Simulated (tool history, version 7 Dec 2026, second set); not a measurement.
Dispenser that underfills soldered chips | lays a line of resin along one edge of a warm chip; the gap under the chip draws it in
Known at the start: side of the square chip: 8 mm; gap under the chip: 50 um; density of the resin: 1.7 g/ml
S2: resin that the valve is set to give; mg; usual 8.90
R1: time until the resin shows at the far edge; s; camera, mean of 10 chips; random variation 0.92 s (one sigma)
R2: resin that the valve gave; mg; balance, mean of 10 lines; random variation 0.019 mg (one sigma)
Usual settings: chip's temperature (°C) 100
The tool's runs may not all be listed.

{"run": 1, "hour": 0.0, "chip's temperature (°C)": 100, "S2": 8.9, "R1": 154.8, "R2": 8.83}
{"run": 2, "hour": 6.9, "chip's temperature (°C)": 100, "S2": 8.9, "R1": 239.5, "R2": 8.79}
{"hour": 8.1, "done": "new syringe of resin"}
{"run": 3, "hour": 16.5, "chip's temperature (°C)": 100, "S2": 8.9, "R1": 157.3, "R2": 8.74}
{"run": 4, "hour": 20.8, "chip's temperature (°C)": 100, "S2": 7.81, "R1": 213.0, "R2": 7.68}
{"hour": 23.9, "done": "new syringe of resin"}
{"run": 5, "hour": 26.0, "chip's temperature (°C)": 100, "S2": 10.47, "R1": 102.5, "R2": 10.27}
{"run": 6, "hour": 31.0, "chip's temperature (°C)": 100, "S2": 10.47, "R1": 141.8, "R2": 10.25}
{"run": 7, "hour": 37.2, "chip's temperature (°C)": 100, "S2": 8.9, "R1": 211.9, "R2": 8.68}
{"hour": 40.1, "done": "new syringe of resin"}
{"run": 8, "hour": 45.6, "chip's temperature (°C)": 100, "S2": 8.9, "R1": 128.4, "R2": 8.66}
{"run": 9, "hour": 49.7, "chip's temperature (°C)": 100, "S2": 8.9, "R1": 172.4, "R2": 8.68}
{"run": 10, "hour": 54.8, "chip's temperature (°C)": 100, "S2": 10.53, "R1": 238.0, "R2": 10.2}
{"hour": 56.0, "done": "new syringe of resin"}
{"run": 11, "hour": 59.3, "chip's temperature (°C)": 100, "S2": 10.6, "R1": 109.7, "R2": 10.26}
{"run": 12, "hour": 64.2, "chip's temperature (°C)": 100, "S2": 8.9, "R1": 152.6, "R2": 8.58}
{"hour": 71.7, "done": "dispensing valve cleaned and set on the balance"}
{"hour": 72.6, "done": "new syringe of resin"}
{"run": 13, "hour": 74.9, "chip's temperature (°C)": 100, "S2": 8.9, "R1": 106.0, "R2": 8.88}
{"run": 14, "hour": 81.0, "chip's temperature (°C)": 100, "S2": 8.9, "R1": 156.8, "R2": 8.84}
{"hour": 88.2, "done": "new syringe of resin"}
{"run": 15, "hour": 88.6, "chip's temperature (°C)": 100, "S2": 8.9, "R1": 91.5, "R2": 8.84}
{"run": 16, "hour": 97.1, "chip's temperature (°C)": 95, "S2": 8.9, "R1": 198.8, "R2": 8.78}
{"hour": 104.2, "done": "new syringe of resin"}
{"run": 17, "hour": 106.0, "chip's temperature (°C)": 100, "S2": 7.98, "R1": 102.8, "R2": 7.88}
{"run": 18, "hour": 111.4, "chip's temperature (°C)": 100, "S2": 7.98, "R1": 146.5, "R2": 7.84}
{"run": 19, "hour": 118.2, "chip's temperature (°C)": 99, "S2": 9.89, "R1": 237.4, "R2": 9.66}
{"hour": 119.8, "done": "new syringe of resin"}
{"run": 20, "hour": 123.4, "chip's temperature (°C)": 114, "S2": 7.86, "R1": 63.6, "R2": 7.68}
{"run": 21, "hour": 130.3, "chip's temperature (°C)": 114, "S2": 7.86, "R1": 102.7, "R2": 7.6}
{"hour": 135.2, "done": "new syringe of resin"}
{"run": 22, "hour": 136.8, "chip's temperature (°C)": 102, "S2": 11.38, "R1": 91.1, "R2": 11.07}
{"run": 23, "hour": 145.3, "chip's temperature (°C)": 114, "S2": 8.9, "R1": 99.0, "R2": 8.59}
{"hour": 151.1, "done": "new syringe of resin"}
{"run": 24, "hour": 154.7, "chip's temperature (°C)": 100, "S2": 10.09, "R1": 111.7, "R2": 9.73}
{"run": 25, "hour": 159.9, "chip's temperature (°C)": 110, "S2": 7.96, "R1": 108.6, "R2": 7.62}
{"hour": 163.2, "done": "dispensing valve cleaned and set on the balance"}
{"run": 26, "hour": 166.0, "chip's temperature (°C)": 110, "S2": 7.96, "R1": 149.9, "R2": 7.93}
{"hour": 167.9, "done": "new syringe of resin"}
{"run": 27, "hour": 172.6, "chip's temperature (°C)": 113, "S2": 8.64, "R1": 73.4, "R2": 8.63}
{"run": 28, "hour": 180.2, "chip's temperature (°C)": 113, "S2": 8.64, "R1": 120.2, "R2": 8.57}
{"hour": 183.2, "done": "new syringe of resin"}
{"run": 29, "hour": 188.2, "chip's temperature (°C)": 91, "S2": 8.74, "R1": 185.0, "R2": 8.64}
{"run": 30, "hour": 194.3, "chip's temperature (°C)": 104, "S2": 8.97, "R1": 154.4, "R2": 8.85}
{"hour": 199.0, "done": "new syringe of resin"}
{"run": 31, "hour": 203.6, "chip's temperature (°C)": 104, "S2": 8.97, "R1": 102.9, "R2": 8.79}
{"run": 32, "hour": 209.7, "chip's temperature (°C)": 101, "S2": 8.12, "R1": 179.7, "R2": 7.95}
{"hour": 214.6, "done": "new syringe of resin"}
{"run": 33, "hour": 219.0, "chip's temperature (°C)": 101, "S2": 8.12, "R1": 117.2, "R2": 7.94}
{"run": 34, "hour": 227.2, "chip's temperature (°C)": 101, "S2": 8.12, "R1": 201.7, "R2": 7.86}
{"hour": 230.4, "done": "new syringe of resin"}
{"run": 35, "hour": 232.4, "chip's temperature (°C)": 91, "S2": 9.42, "R1": 157.0, "R2": 9.17}

5 ways to go on from here, each from the tool as it stands after run 35. What would each give?
{"run": "A", "hour": 240.3, "chip's temperature (°C)": 114, "S2": 9.81, "R1": "?", "R2": "?"}
{"run": "B", "hour": 240.3, "chip's temperature (°C)": 108, "S2": 10.44, "R1": "?", "R2": "?"}
{"run": "C", "hour": 240.3, "chip's temperature (°C)": 96, "S2": 9.41, "R1": "?", "R2": "?"}
{"run": "D", "hour": 240.3, "chip's temperature (°C)": 90, "S2": 10.74, "R1": "?", "R2": "?"}
{"run": "E", "hour": 240.3, "chip's temperature (°C)": 98, "S2": 8.67, "R1": "?", "R2": "?"}

run=A R1=97.9 R2=9.48
run=B R1=125.2 R2=10.08
run=C R1=211.3 R2=9.08
run=D R1=273.3 R2=10.36
run=E R1=195.7 R2=8.41
Without the tool's hidden state the same runs would have given:
run=A R1=48.2 R2=9.82
run=B R1=61.5 R2=10.45
run=C R1=103.4 R2=9.40
run=D R1=134.0 R2=10.74
run=E R1=96.0 R2=8.71
